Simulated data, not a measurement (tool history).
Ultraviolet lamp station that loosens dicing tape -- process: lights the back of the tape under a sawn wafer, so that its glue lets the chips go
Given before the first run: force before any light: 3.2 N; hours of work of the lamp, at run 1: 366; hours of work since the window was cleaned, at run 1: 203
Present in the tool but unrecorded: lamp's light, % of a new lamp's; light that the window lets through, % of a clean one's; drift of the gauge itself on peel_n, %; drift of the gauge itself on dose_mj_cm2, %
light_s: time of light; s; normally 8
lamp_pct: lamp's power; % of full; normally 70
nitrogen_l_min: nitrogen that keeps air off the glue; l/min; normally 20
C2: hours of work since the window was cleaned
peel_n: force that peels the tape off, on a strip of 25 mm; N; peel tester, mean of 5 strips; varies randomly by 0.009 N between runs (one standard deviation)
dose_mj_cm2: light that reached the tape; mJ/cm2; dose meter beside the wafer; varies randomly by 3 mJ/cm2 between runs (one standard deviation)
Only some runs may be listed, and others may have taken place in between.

run 1 day=0.000 | light_s=8 lamp_pct=70 nitrogen_l_min=20 | hours_of_work_of_the_lamp=366 C2=203 | peel_n=0.510 dose_mj_cm2=341
run 2 day=1.021 | light_s=8 lamp_pct=70 nitrogen_l_min=20 | hours_of_work_of_the_lamp=382 C2=219 | peel_n=0.535 dose_mj_cm2=340
run 3 day=1.500 | light_s=8 lamp_pct=70 nitrogen_l_min=20 | hours_of_work_of_the_lamp=389 C2=227 | peel_n=0.541 dose_mj_cm2=334
run 4 day=2.379 | light_s=8 lamp_pct=70 nitrogen_l_min=20 | hours_of_work_of_the_lamp=403 C2=241 | peel_n=0.549 dose_mj_cm2=334
run 5 day=3.271 | light_s=4 lamp_pct=70 nitrogen_l_min=20 | hours_of_work_of_the_lamp=417 C2=255 | peel_n=1.254 dose_mj_cm2=165
run 6 day=4.217 | light_s=8 lamp_pct=66 nitrogen_l_min=20 | hours_of_work_of_the_lamp=432 C2=270 | peel_n=0.628 dose_mj_cm2=309
run 7 day=4.662 | light_s=8 lamp_pct=70 nitrogen_l_min=20 | hours_of_work_of_the_lamp=439 C2=277 | peel_n=0.588 dose_mj_cm2=327
run 8 day=5.321 | light_s=8 lamp_pct=70 nitrogen_l_min=20 | hours_of_work_of_the_lamp=450 C2=287 | peel_n=0.596 dose_mj_cm2=322
run 9 day=5.908 | light_s=8 lamp_pct=70 nitrogen_l_min=20 | hours_of_work_of_the_lamp=459 C2=297 | peel_n=0.576 dose_mj_cm2=318
run 10 day=6.338 | light_s=8 lamp_pct=89 nitrogen_l_min=20 | hours_of_work_of_the_lamp=466 C2=303 | peel_n=0.405 dose_mj_cm2=400
run 11 day=7.175 | light_s=8 lamp_pct=89 nitrogen_l_min=20 | hours_of_work_of_the_lamp=479 C2=317 | peel_n=0.431 dose_mj_cm2=396
run 12 day=7.600 | light_s=8 lamp_pct=69 nitrogen_l_min=6 | hours_of_work_of_the_lamp=486 C2=323 | peel_n=0.927 dose_mj_cm2=309
run 13 day=8.258 | light_s=13 lamp_pct=62 nitrogen_l_min=7 | hours_of_work_of_the_lamp=496 C2=334 | peel_n=0.535 dose_mj_cm2=450
run 14 day=9.258 | light_s=8 lamp_pct=74 nitrogen_l_min=6 | hours_of_work_of_the_lamp=512 C2=350 | peel_n=0.855 dose_mj_cm2=320
run 15 day=10.225 | light_s=8 lamp_pct=70 nitrogen_l_min=9 | hours_of_work_of_the_lamp=527 C2=365 | peel_n=0.802 dose_mj_cm2=301
run 16 day=11.046 | light_s=11 lamp_pct=97 nitrogen_l_min=9 | hours_of_work_of_the_lamp=540 C2=378 | peel_n=0.335 dose_mj_cm2=566
run 17 day=11.983 | light_s=8 lamp_pct=65 nitrogen_l_min=37 | hours_of_work_of_the_lamp=555 C2=393 | peel_n=0.622 dose_mj_cm2=279
run 18 day=12.421 | light_s=5 lamp_pct=70 nitrogen_l_min=20 | hours_of_work_of_the_lamp=562 C2=400 | peel_n=1.167 dose_mj_cm2=182
run 19 day=13.212 | light_s=13 lamp_pct=63 nitrogen_l_min=19 | hours_of_work_of_the_lamp=575 C2=412 | peel_n=0.385 dose_mj_cm2=420

What does the tool deliver on the next run?
-- day=13.646 window cleaned of glue's vapour
run 20 day=13.892 | light_s=7 lamp_pct=85 nitrogen_l_min=20 | hours_of_work_of_the_lamp=585 C2=4 | peel_n=? dose_mj_cm2=?

Logged for run 20: peel_n 0.550 N, dose_mj_cm2 334 mJ/cm2.
Were there no unlogged condition in the tool, this run, its random variation unchanged, would have produced peel_n 0.337 N, dose_mj_cm2 471 mJ/cm2.
